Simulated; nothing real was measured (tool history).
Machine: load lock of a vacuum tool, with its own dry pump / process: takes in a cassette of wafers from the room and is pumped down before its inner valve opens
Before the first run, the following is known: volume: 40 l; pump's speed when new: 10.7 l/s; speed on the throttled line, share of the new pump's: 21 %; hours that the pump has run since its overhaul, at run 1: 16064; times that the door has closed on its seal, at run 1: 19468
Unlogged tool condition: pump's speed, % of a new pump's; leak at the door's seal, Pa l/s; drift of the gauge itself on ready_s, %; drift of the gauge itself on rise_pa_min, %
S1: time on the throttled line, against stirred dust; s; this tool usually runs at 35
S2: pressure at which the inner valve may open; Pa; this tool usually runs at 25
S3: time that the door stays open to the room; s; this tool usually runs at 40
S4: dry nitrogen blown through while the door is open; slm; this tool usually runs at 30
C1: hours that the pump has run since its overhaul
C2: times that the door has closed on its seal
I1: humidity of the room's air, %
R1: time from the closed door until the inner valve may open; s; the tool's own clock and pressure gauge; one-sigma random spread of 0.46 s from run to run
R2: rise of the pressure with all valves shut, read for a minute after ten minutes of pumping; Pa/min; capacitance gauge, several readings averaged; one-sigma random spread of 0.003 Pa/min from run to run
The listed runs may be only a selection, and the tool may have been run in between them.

Run 1, day 0: usual settings; C1 16064; C2 19468; I1 42.9. Result: R1 67 s, R2 0.075 Pa/min.
Run 2, day 3.388: usual settings but S4 19 slm; C1 16146; C2 19772; I1 44.8. Result: R1 65.9 s, R2 0.08 Pa/min.
Run 3, day 6.521: usual settings; C1 16221; C2 20053; I1 48.1. Result: R1 66.9 s, R2 0.081 Pa/min.
Run 4, day 9.788: usual settings but S1 49 s; C1 16299; C2 20346; I1 41.9. Result: R1 76.5 s, R2 0.074 Pa/min.
Run 5, day 14.433: usual settings but S1 49 s; C1 16411; C2 20763; I1 44.4. Result: R1 76.1 s, R2 0.085 Pa/min.
Run 6, day 17.525: usual settings but S1 49 s; C1 16485; C2 21041; I1 46.9. Result: R1 76.7 s, R2 0.087 Pa/min.
Run 7, day 20.083: usual settings; C1 16546; C2 21270; I1 44.7. Result: R1 66.8 s, R2 0.082 Pa/min.
Run 8, day 24.796: usual settings but S2 46 Pa; C1 16660; C2 21693; I1 46.7. Result: R1 64.2 s, R2 0.087 Pa/min.
Run 9, day 28.217: usual settings but S1 24 s; C1 16742; C2 22000; I1 41.8. Result: R1 58.7 s, R2 0.087 Pa/min.
Run 10, day 30.558: usual settings but S1 24 s; C1 16798; C2 22211; I1 44. Result: R1 59.3 s, R2 0.085 Pa/min.
Run 11, day 35.133: usual settings but S1 24 s; C1 16908; C2 22621; I1 45.9. Result: R1 58.7 s, R2 0.084 Pa/min.
Run 12, day 39.825: usual settings; C1 17020; C2 23042; I1 48.5. Result: R1 66.3 s, R2 0.092 Pa/min.
Run 13, day 42.975: usual settings but S3 32 s; C1 17096; C2 23325; I1 44.8. Result: R1 67.3 s, R2 0.088 Pa/min.
At day 43.917: dry pump taken out, an overhauled one fitted.
Run 14, day 46.821: usual settings; C1 70; C2 23648; I1 44.5. Result: R1 59 s, R2 0.092 Pa/min.
Run 15, day 51.933: usual settings; C1 192; C2 24107; I1 44.6. Result: R1 58.4 s, R2 0.091 Pa/min.
Run 16, day 56.183: usual settings; C1 294; C2 24488; I1 48.2. Result: R1 58.9 s, R2 0.093 Pa/min.
Run 17, day 59.658: usual settings; C1 378; C2 24800; I1 48. Result: R1 58.5 s, R2 0.095 Pa/min.
Run 18, day 64.25: usual settings; C1 488; C2 25212; I1 42.4. Result: R1 58.5 s, R2 0.099 Pa/min.
Run 19, day 68.692: usual settings but S1 44 s, S2 22 Pa, S3 146 s, S4 36 slm; C1 595; C2 25611; I1 46. Result: R1 66 s, R2 0.13 Pa/min.
Run 20, day 71.321: usual settings but S1 44 s, S2 22 Pa, S3 146 s, S4 36 slm; C1 658; C2 25847; I1 43.8. Result: R1 66.5 s, R2 0.134 Pa/min.
Run 21, day 74.846: usual settings but S1 39 s, S2 40 Pa, S3 65 s, S4 5 slm; C1 742; C2 26163; I1 49.1. Result: R1 60.3 s, R2 0.157 Pa/min.
Run 22, day 78.954: usual settings but S1 39 s, S2 40 Pa, S3 56 s, S4 5 slm; C1 841; C2 26532; I1 42. Result: R1 60.8 s, R2 0.136 Pa/min.
Run 23, day 82.688: usual settings but S1 39 s, S2 40 Pa, S3 56 s, S4 5 slm; C1 930; C2 26867; I1 45.4. Result: R1 61 s, R2 0.131 Pa/min.
Run 24, day 87.242: usual settings but S1 46 s, S2 45 Pa; C1 1040; C2 27276; I1 44.7. Result: R1 64.9 s, R2 0.105 Pa/min.
Run 25, day 90.975: usual settings but S1 59 s; C1 1129; C2 27611; I1 41.3. Result: R1 77.4 s, R2 0.101 Pa/min.
Run 26, day 96.171: usual settings but S1 65 s, S3 29 s; C1 1254; C2 28077; I1 46.2. Result: R1 81.8 s, R2 0.099 Pa/min.
Run 27, day 98.342: usual settings but S1 26 s, S2 27 Pa, S3 29 s; C1 1306; C2 28272; I1 45.5. Result: R1 52 s, R2 0.103 Pa/min.
Run 28, day 102.292: usual settings but S1 38 s, S2 48 Pa; C1 1401; C2 28627; I1 41.7. Result: R1 58.8 s, R2 0.114 Pa/min.
Run 29, day 107.121: usual settings but S1 38 s, S2 48 Pa, S3 190 s; C1 1517; C2 29060; I1 44.3. Result: R1 58.4 s, R2 0.168 Pa/min.
Run 30, day 110.821: usual settings but S1 50 s, S2 33 Pa, S3 219 s, S4 32 slm; C1 1606; C2 29392; I1 43.2. Result: R1 69.7 s, R2 0.17 Pa/min.
Run 31, day 113.112: usual settings but S1 64 s, S2 33 Pa, S3 219 s, S4 32 slm; C1 1661; C2 29598; I1 45.9. Result: R1 81.4 s, R2 0.173 Pa/min.
Run 32, day 117.325: usual settings but S1 64 s, S2 36 Pa, S3 219 s, S4 6 slm; C1 1762; C2 29976; I1 44.9. Result: R1 80.7 s, R2 0.253 Pa/min.
Run 33, day 121.758: usual settings but S1 64 s, S2 36 Pa, S3 34 s, S4 20 slm; C1 1868; C2 30374; I1 43.6. Result: R1 81.1 s, R2 0.123 Pa/min.
Run 34, day 124.271: usual settings but S1 64 s, S2 46 Pa, S3 34 s, S4 9 slm; C1 1928; C2 30600; I1 42.7. Result: R1 79.5 s, R2 0.131 Pa/min.
Run 35, day 127.667: usual settings but S2 22 Pa; C1 2010; C2 30904; I1 43.4. Result: R1 60.1 s, R2 0.121 Pa/min.
Run 36, day 130.896: usual settings but S2 40 Pa, S3 47 s, S4 23 slm; C1 2087; C2 31194; I1 41.1. Result: R1 57.8 s, R2 0.13 Pa/min.

What if the next run were any one of these 4? Each begins from the tool's condition after run 36:
Run A, day 133.125: usual settings but S1 54 s, S3 199 s, S4 5 slm; C1 2141; C2 31394; I1 44.4. Result: R1 ?, R2 ?.
Run B, day 133.125: usual settings but S1 19 s, S2 40 Pa, S3 47 s, S4 20 slm; C1 2141; C2 31394; I1 44.3. Result: R1 ?, R2 ?.
Run C, day 133.125: usual settings but S3 115 s, S4 38 slm; C1 2141; C2 31394; I1 44.2. Result: R1 ?, R2 ?.
Run D, day 133.125: usual settings but S2 30 Pa; C1 2141; C2 31394; I1 46.6. Result: R1 ?, R2 ?.

run    R1     R2
  A    75   0.25
  B  45.2  0.132
  C  59.4  0.142
  D  58.2  0.123
Stripped of hidden state, with their random variation kept, the same runs would have yielded:
run    R1     R2
  A  74.5  0.157
  B  44.6  0.039
  C  58.8   0.05
  D  57.6  0.031

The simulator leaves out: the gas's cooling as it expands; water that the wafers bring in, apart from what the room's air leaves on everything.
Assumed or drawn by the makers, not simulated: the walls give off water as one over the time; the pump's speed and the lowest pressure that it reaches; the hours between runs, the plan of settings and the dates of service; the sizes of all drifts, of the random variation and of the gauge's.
